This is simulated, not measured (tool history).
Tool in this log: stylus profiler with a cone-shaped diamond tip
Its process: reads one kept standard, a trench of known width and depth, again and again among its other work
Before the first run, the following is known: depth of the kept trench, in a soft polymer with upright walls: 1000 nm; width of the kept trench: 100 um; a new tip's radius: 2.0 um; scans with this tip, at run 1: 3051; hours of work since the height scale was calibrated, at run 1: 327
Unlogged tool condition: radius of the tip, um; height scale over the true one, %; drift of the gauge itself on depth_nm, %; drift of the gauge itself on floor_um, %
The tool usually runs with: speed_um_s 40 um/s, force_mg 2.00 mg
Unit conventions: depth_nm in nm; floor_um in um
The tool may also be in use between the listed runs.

run	hour	speed_um_s	force_mg	scans with this tip	hours of work since the height scale was calibrated	depth_nm	floor_um
1	0.0	40	2.00	3051	327	1012.33	96.22
2	38.1	40	2.00	3235	347	1012.80	96.22
3	73.8	40	2.00	3408	365	1012.63	96.14
4	101.6	40	2.00	3542	380	1012.39	96.18
5	120.1	40	2.00	3632	389	1012.62	96.09
6	157.2	40	2.00	3811	408	1012.94	96.07
7	190.8	40	2.00	3973	426	1013.19	96.10
8	227.2	40	2.00	4149	445	1012.82	96.02
9	244.4	40	2.00	4232	453	1013.05	96.04
10	261.4	40	2.00	4314	462	1013.30	96.07
11	293.4	40	2.00	4469	479	1013.46	95.94
12	330.4	40	2.00	4647	498	1013.51	95.94
13	367.3	40	5.39	4826	517	1023.94	96.04
14	402.6	40	5.39	4996	535	1024.26	96.03
15	431.9	40	5.39	5138	551	1024.10	96.06
16	451.6	40	5.39	5233	561	1024.39	95.96
17	479.8	10	2.00	5369	575	1013.46	96.04
18	497.5	10	2.00	5455	584	1013.54	96.06
19	520.2	40	4.62	5564	596	1022.45	95.97
20	538.1	40	2.40	5651	605	1014.96	95.89
21	557.2	40	2.40	5743	615	1015.47	95.98
22	575.0	40	2.40	5829	625	1015.08	95.92
23	605.0	40	0.89	5974	640	1009.33	95.88
24	641.1	40	2.00	6148	659	1013.71	95.85
25	659.6	48	2.08	6238	668	1014.63	95.81
26	696.8	48	2.08	6417	688	1014.35	95.84
27	734.2	30	3.15	6598	707	1018.40	95.81
28	767.2	96	1.86	6758	724	1013.46	95.64
29	804.9	78	2.21	6940	744	1015.73	95.71
30	830.0	19	0.96	7061	757	1010.39	95.74
31	858.4	19	5.98	7198	771	1026.58	95.83
32	879.9	23	2.00	7302	782	1015.01	95.78
33	917.9	81	0.73	7485	802	1008.93	95.50
34	950.7	21	4.80	7644	819	1023.70	95.80
35	980.1	13	2.00	7786	834	1014.85	95.75
36	1003.8	13	2.00	7901	847	1015.12	95.77
37	1036.7	13	2.00	8059	864	1014.62	95.79
38	1061.9	42	1.17	8181	877	1011.45	95.54
39	1091.4	29	4.97	8324	892	1024.33	95.68
40	1127.0	26	1.36	8496	910	1012.22	95.65
41	1153.1	148	0.76	8622	924	1009.34	95.14
42	1176.0	22	0.92	8733	936	1010.32	95.65
43	1210.5	17	2.00	8899	954	1015.55	95.69
44	1241.3	49	1.05	9048	969	1011.66	95.54
45	1260.3	34	0.73	9140	979	1009.91	95.57
46	1296.6	34	0.73	9315	998	1009.58	95.53
47	1318.2	34	0.73	9419	1009	1009.80	95.54

Consider 3 possible next runs. They are alternatives, not a sequence: every one starts from the tool as it was left by run 47. What does each give?
A	1341.0	22	5.97	9529	1021	?	?
B	1341.0	33	1.15	9529	1021	?	?
C	1341.0	66	0.73	9529	1021	?	?

run	depth_nm	floor_um
A	1027.81	95.62
B	1012.25	95.52
C	1010.18	95.34
Stripped of hidden state, with their random variation kept, the same runs would have yielded:
run	depth_nm	floor_um
A	1023.65	96.51
B	1008.15	96.40
C	1006.09	96.22
